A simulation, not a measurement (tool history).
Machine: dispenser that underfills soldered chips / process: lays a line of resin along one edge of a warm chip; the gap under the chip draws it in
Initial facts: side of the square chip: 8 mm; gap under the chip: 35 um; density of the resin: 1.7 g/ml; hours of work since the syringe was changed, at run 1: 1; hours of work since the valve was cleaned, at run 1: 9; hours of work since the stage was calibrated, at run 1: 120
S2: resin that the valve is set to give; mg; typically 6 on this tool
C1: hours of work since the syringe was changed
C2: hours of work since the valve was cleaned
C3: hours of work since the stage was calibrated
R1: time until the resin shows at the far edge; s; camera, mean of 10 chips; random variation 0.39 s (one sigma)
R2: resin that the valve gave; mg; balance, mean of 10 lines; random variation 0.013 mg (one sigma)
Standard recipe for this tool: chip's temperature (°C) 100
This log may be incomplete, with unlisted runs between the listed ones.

{"run": 1, "day": 0.0, "chip's temperature (°C)": 100, "S2": 6, "C1": 1, "C2": 9, "C3": 120, "R1": 24.2, "R2": 5.96}
{"run": 2, "day": 0.183, "chip's temperature (°C)": 100, "S2": 6.14, "C1": 4, "C2": 12, "C3": 123, "R1": 28.5, "R2": 6.08}
{"run": 3, "day": 0.342, "chip's temperature (°C)": 86, "S2": 6, "C1": 6, "C2": 14, "C3": 125, "R1": 48.6, "R2": 5.97}
{"day": 0.367, "done": "new syringe of resin"}
{"run": 4, "day": 0.521, "chip's temperature (°C)": 86, "S2": 6, "C1": 2, "C2": 17, "C3": 128, "R1": 41.4, "R2": 5.95}
{"run": 5, "day": 0.738, "chip's temperature (°C)": 100, "S2": 6, "C1": 6, "C2": 20, "C3": 131, "R1": 31.5, "R2": 5.93}
{"day": 0.8, "done": "new syringe of resin"}
{"run": 6, "day": 0.962, "chip's temperature (°C)": 100, "S2": 6, "C1": 3, "C2": 24, "C3": 134, "R1": 27.2, "R2": 5.92}
{"run": 7, "day": 1.192, "chip's temperature (°C)": 100, "S2": 6.86, "C1": 6, "C2": 27, "C3": 138, "R1": 32.1, "R2": 6.75}
{"day": 1.242, "done": "new syringe of resin"}
{"run": 8, "day": 1.375, "chip's temperature (°C)": 100, "S2": 6.86, "C1": 2, "C2": 30, "C3": 140, "R1": 26, "R2": 6.76}
{"run": 9, "day": 1.496, "chip's temperature (°C)": 100, "S2": 6.86, "C1": 4, "C2": 32, "C3": 142, "R1": 29.1, "R2": 6.75}
{"day": 1.675, "done": "new syringe of resin"}
{"run": 10, "day": 1.683, "chip's temperature (°C)": 100, "S2": 6.86, "C1": 0, "C2": 34, "C3": 145, "R1": 23.3, "R2": 6.72}
{"run": 11, "day": 1.854, "chip's temperature (°C)": 100, "S2": 6.86, "C1": 3, "C2": 37, "C3": 148, "R1": 26.5, "R2": 6.72}
{"run": 12, "day": 1.958, "chip's temperature (°C)": 100, "S2": 6.86, "C1": 4, "C2": 39, "C3": 149, "R1": 29.3, "R2": 6.75}
{"day": 2.104, "done": "new syringe of resin"}
{"run": 13, "day": 2.104, "chip's temperature (°C)": 100, "S2": 6.86, "C1": 0, "C2": 41, "C3": 151, "R1": 24.1, "R2": 6.71}
{"run": 14, "day": 2.317, "chip's temperature (°C)": 98, "S2": 5.31, "C1": 3, "C2": 44, "C3": 155, "R1": 30.6, "R2": 5.18}
{"run": 15, "day": 2.504, "chip's temperature (°C)": 87, "S2": 6.85, "C1": 6, "C2": 47, "C3": 158, "R1": 46.7, "R2": 6.66}
{"day": 2.538, "done": "new syringe of resin"}
{"run": 16, "day": 2.633, "chip's temperature (°C)": 101, "S2": 7.32, "C1": 1, "C2": 49, "C3": 159, "R1": 25, "R2": 7.15}
{"run": 17, "day": 2.792, "chip's temperature (°C)": 93, "S2": 7.32, "C1": 4, "C2": 51, "C3": 162, "R1": 35.1, "R2": 7.15}
{"run": 18, "day": 2.917, "chip's temperature (°C)": 115, "S2": 6.12, "C1": 6, "C2": 53, "C3": 164, "R1": 22.2, "R2": 5.96}
{"day": 2.967, "done": "new syringe of resin"}
{"run": 19, "day": 3.133, "chip's temperature (°C)": 102, "S2": 5.28, "C1": 3, "C2": 56, "C3": 167, "R1": 26.6, "R2": 5.12}
{"run": 20, "day": 3.362, "chip's temperature (°C)": 102, "S2": 5.28, "C1": 6, "C2": 60, "C3": 170, "R1": 32.6, "R2": 5.11}
{"day": 3.396, "done": "new syringe of resin"}
{"run": 21, "day": 3.508, "chip's temperature (°C)": 102, "S2": 5.28, "C1": 2, "C2": 62, "C3": 172, "R1": 25, "R2": 5.1}
{"day": 3.567, "done": "dispensing valve cleaned and set on the balance"}
{"run": 22, "day": 3.771, "chip's temperature (°C)": 99, "S2": 5.53, "C1": 5, "C2": 3, "C3": 176, "R1": 32.3, "R2": 5.55}
{"day": 3.871, "done": "new syringe of resin"}
{"run": 23, "day": 3.996, "chip's temperature (°C)": 109, "S2": 6.95, "C1": 2, "C2": 6, "C3": 179, "R1": 20, "R2": 6.93}

Alternative continuations, all from the tool just after run 23; predict every row:
{"run": "A", "day": 4.121, "chip's temperature (°C)": 92, "S2": 7.21, "C1": 4, "C2": 8, "C3": 181, "R1": "?", "R2": "?"}
{"run": "B", "day": 4.121, "chip's temperature (°C)": 99, "S2": 7.45, "C1": 4, "C2": 8, "C3": 181, "R1": "?", "R2": "?"}
{"run": "C", "day": 4.121, "chip's temperature (°C)": 113, "S2": 5.18, "C1": 4, "C2": 8, "C3": 181, "R1": "?", "R2": "?"}

run=A R1=36 R2=7.17
run=B R1=28.9 R2=7.42
run=C R1=20.9 R2=5.16
Take away the tool's hidden state, keep each run's random variation, and the runs would have read:
run=A R1=30.1 R2=7.19
run=B R1=24.1 R2=7.44
run=C R1=17.4 R2=5.17
